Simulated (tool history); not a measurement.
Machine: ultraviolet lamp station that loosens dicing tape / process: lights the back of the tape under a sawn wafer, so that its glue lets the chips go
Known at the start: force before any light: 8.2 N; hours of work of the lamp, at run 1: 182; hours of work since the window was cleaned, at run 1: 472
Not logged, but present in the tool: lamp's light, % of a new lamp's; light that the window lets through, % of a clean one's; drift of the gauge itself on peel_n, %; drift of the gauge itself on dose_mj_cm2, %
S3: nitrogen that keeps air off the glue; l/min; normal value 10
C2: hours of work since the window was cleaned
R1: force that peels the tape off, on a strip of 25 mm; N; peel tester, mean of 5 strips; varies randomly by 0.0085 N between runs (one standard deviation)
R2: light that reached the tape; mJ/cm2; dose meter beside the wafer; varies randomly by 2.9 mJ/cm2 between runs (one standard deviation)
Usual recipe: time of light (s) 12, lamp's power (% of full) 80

Run 1, day 0: usual settings; hours of work of the lamp 182; C2 472. Result: R1 0.447 N, R2 368 mJ/cm2.
Run 2, day 0.433: usual settings; hours of work of the lamp 188; C2 478. Result: R1 0.462 N, R2 363 mJ/cm2.
Run 3, day 0.696: usual settings but S3 5 l/min; hours of work of the lamp 191; C2 481. Result: R1 0.815 N, R2 367 mJ/cm2.
Run 4, day 0.988: usual settings but time of light (s) 17; hours of work of the lamp 195; C2 485. Result: R1 0.235 N, R2 513 mJ/cm2.
Run 5, day 1.25: usual settings but time of light (s) 17; hours of work of the lamp 199; C2 489. Result: R1 0.214 N, R2 518 mJ/cm2.
Run 6, day 1.496: usual settings but S3 5 l/min; hours of work of the lamp 202; C2 492. Result: R1 0.78 N, R2 362 mJ/cm2.
Run 7, day 1.762: usual settings but S3 5 l/min; hours of work of the lamp 206; C2 496. Result: R1 0.809 N, R2 360 mJ/cm2.
Run 8, day 2.029: usual settings but S3 5 l/min; hours of work of the lamp 210; C2 499. Result: R1 0.843 N, R2 362 mJ/cm2.
Run 9, day 2.383: usual settings but S3 5 l/min; hours of work of the lamp 215; C2 504. Result: R1 0.812 N, R2 361 mJ/cm2.
Run 10, day 2.658: usual settings; hours of work of the lamp 218; C2 508. Result: R1 0.46 N, R2 363 mJ/cm2.
Run 11, day 3.046: usual settings; hours of work of the lamp 224; C2 513. Result: R1 0.478 N, R2 358 mJ/cm2.
Run 12, day 3.296: usual settings but lamp's power (% of full) 71, S3 6 l/min; hours of work of the lamp 227; C2 517. Result: R1 0.925 N, R2 317 mJ/cm2.
Run 13, day 3.6: usual settings but time of light (s) 16, lamp's power (% of full) 82, S3 9 l/min; hours of work of the lamp 231; C2 521. Result: R1 0.264 N, R2 487 mJ/cm2.
Run 14, day 4.017: usual settings but time of light (s) 22, lamp's power (% of full) 88; hours of work of the lamp 237; C2 527. Result: R1 0.137 N, R2 720 mJ/cm2.
Run 15, day 4.417: usual settings but lamp's power (% of full) 67, S3 3 l/min; hours of work of the lamp 242; C2 532. Result: R1 1.629 N, R2 302 mJ/cm2.

The next listed run, before its measurement:
Run 16, day 4.796: usual settings but time of light (s) 14; hours of work of the lamp 248; C2 537. Result: R1 ?, R2 ?.

Run 16 came out at R1 0.343 N, R2 408 mJ/cm2.
With no hidden state in the tool, this same run would have given R1 0.246 N, R2 476 mJ/cm2.
